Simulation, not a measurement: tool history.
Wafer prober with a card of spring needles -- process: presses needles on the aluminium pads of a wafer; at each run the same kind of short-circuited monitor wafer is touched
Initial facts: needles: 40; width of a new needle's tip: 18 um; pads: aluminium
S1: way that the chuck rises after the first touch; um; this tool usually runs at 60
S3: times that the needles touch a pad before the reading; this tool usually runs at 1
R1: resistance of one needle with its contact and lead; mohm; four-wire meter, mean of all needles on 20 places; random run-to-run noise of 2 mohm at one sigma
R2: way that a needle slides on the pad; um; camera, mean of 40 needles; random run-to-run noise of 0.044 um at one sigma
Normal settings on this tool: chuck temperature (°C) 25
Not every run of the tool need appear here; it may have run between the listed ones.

{"run": 1, "hour": 0.0, "S1": 60, "chuck temperature (°C)": 25, "S3": 1, "R1": 407, "R2": 9.68}
{"run": 2, "hour": 27.4, "S1": 60, "chuck temperature (°C)": 25, "S3": 1, "R1": 236, "R2": 9.7}
{"run": 3, "hour": 50.6, "S1": 60, "chuck temperature (°C)": 25, "S3": 1, "R1": 300, "R2": 9.71}
{"run": 4, "hour": 76.2, "S1": 60, "chuck temperature (°C)": 84, "S3": 1, "R1": 389, "R2": 9.63}
{"run": 5, "hour": 103.4, "S1": 60, "chuck temperature (°C)": 70, "S3": 1, "R1": 293, "R2": 9.68}
{"run": 6, "hour": 117.9, "S1": 60, "chuck temperature (°C)": 70, "S3": 1, "R1": 372, "R2": 9.62}
{"run": 7, "hour": 136.1, "S1": 56, "chuck temperature (°C)": 44, "S3": 2, "R1": 306, "R2": 9.04}
{"run": 8, "hour": 148.9, "S1": 56, "chuck temperature (°C)": 44, "S3": 2, "R1": 316, "R2": 9.02}
{"run": 9, "hour": 170.1, "S1": 54, "chuck temperature (°C)": 25, "S3": 1, "R1": 432, "R2": 8.53}
{"run": 10, "hour": 190.1, "S1": 59, "chuck temperature (°C)": 103, "S3": 1, "R1": 328, "R2": 9.44}
{"run": 11, "hour": 215.7, "S1": 59, "chuck temperature (°C)": 103, "S3": 1, "R1": 446, "R2": 9.47}
{"run": 12, "hour": 238.3, "S1": 61, "chuck temperature (°C)": 25, "S3": 1, "R1": 431, "R2": 9.66}

Withheld: 22 entries from between the runs. Position of each, and hidden state at the listed run before versus the listed run after:
Run 1 -> run 2: tips cleaned on abrasive film (hour 4.4); tips cleaned on abrasive film (hour 15.9); tips cleaned on abrasive film (hour 27.3)
  debris on the tips, nm: 89 -> 10.6; way that the needles fall short of the set height, um: 0.6 -> 0.75; tips' diameter, um: 18.21 -> 18.26
  measured minus no-state result, R1: +191 -> +23 mohm; R2: -0.10 -> -0.12 um
Run 2 -> run 3: tips cleaned on abrasive film (hour 37.5); tips cleaned on abrasive film (hour 48.3)
  debris on the tips, nm: 10.6 -> 40.7; way that the needles fall short of the set height, um: 0.75 -> 0.86; tips' diameter, um: 18.26 -> 18.3
  measured minus no-state result, R1: +23 -> +88 mohm; R2: -0.12 -> -0.14 um
Run 3 -> run 4: tips cleaned on abrasive film (hour 59.0); tips cleaned on abrasive film (hour 70.3)
  debris on the tips, nm: 40.7 -> 78.8; way that the needles fall short of the set height, um: 0.86 -> 0.95; tips' diameter, um: 18.3 -> 18.33
  measured minus no-state result, R1: +88 -> +158 mohm; R2: -0.14 -> -0.15 um
Run 4 -> run 5: tips cleaned on abrasive film (hour 80.5); tips cleaned on abrasive film (hour 91.8); tips cleaned on abrasive film (hour 101.9)
  debris on the tips, nm: 78.8 -> 29.7; way that the needles fall short of the set height, um: 0.95 -> 1.1; tips' diameter, um: 18.33 -> 18.39
  measured minus no-state result, R1: +158 -> +63 mohm; R2: -0.15 -> -0.18 um
Run 5 -> run 6: tips cleaned on abrasive film (hour 113.0)
  debris on the tips, nm: 29.7 -> 69.5; way that the needles fall short of the set height, um: 1.1 -> 1.15; tips' diameter, um: 18.39 -> 18.4
  measured minus no-state result, R1: +63 -> +144 mohm; R2: -0.18 -> -0.19 um
Run 6 -> run 7: tips cleaned on abrasive film (hour 123.2); tips cleaned on abrasive film (hour 133.1)
  debris on the tips, nm: 69.5 -> 56.3; way that the needles fall short of the set height, um: 1.15 -> 1.24; tips' diameter, um: 18.4 -> 18.43
  measured minus no-state result, R1: +144 -> +85 mohm; R2: -0.19 -> -0.21 um
Run 7 -> run 8: tips cleaned on abrasive film (hour 144.8)
  debris on the tips, nm: 56.3 -> 62.1; way that the needles fall short of the set height, um: 1.24 -> 1.29; tips' diameter, um: 18.43 -> 18.45
  measured minus no-state result, R1: +85 -> +93 mohm; R2: -0.21 -> -0.21 um
Run 8 -> run 9: tips cleaned on abrasive film (hour 154.6); tips cleaned on abrasive film (hour 165.4)
  debris on the tips, nm: 62.1 -> 76.4; way that the needles fall short of the set height, um: 1.29 -> 1.39; tips' diameter, um: 18.45 -> 18.49
  measured minus no-state result, R1: +93 -> +213 mohm; R2: -0.21 -> -0.23 um
Run 9 -> run 10: tips cleaned on abrasive film (hour 176.7); tips cleaned on abrasive film (hour 188.0)
  debris on the tips, nm: 76.4 -> 42.8; way that the needles fall short of the set height, um: 1.39 -> 1.49; tips' diameter, um: 18.49 -> 18.52
  measured minus no-state result, R1: +213 -> +91 mohm; R2: -0.23 -> -0.24 um
Run 10 -> run 11: tips cleaned on abrasive film (hour 197.9); tips cleaned on abrasive film (hour 207.9)
  debris on the tips, nm: 42.8 -> 99.1; way that the needles fall short of the set height, um: 1.49 -> 1.6; tips' diameter, um: 18.52 -> 18.56
  measured minus no-state result, R1: +91 -> +209 mohm; R2: -0.24 -> -0.26 um
Run 11 -> run 12: tips cleaned on abrasive film (hour 219.6); tips cleaned on abrasive film (hour 230.0)
  debris on the tips, nm: 99.1 -> 94.7; way that the needles fall short of the set height, um: 1.6 -> 1.7; tips' diameter, um: 18.56 -> 18.59
  measured minus no-state result, R1: +209 -> +213 mohm; R2: -0.26 -> -0.27 um

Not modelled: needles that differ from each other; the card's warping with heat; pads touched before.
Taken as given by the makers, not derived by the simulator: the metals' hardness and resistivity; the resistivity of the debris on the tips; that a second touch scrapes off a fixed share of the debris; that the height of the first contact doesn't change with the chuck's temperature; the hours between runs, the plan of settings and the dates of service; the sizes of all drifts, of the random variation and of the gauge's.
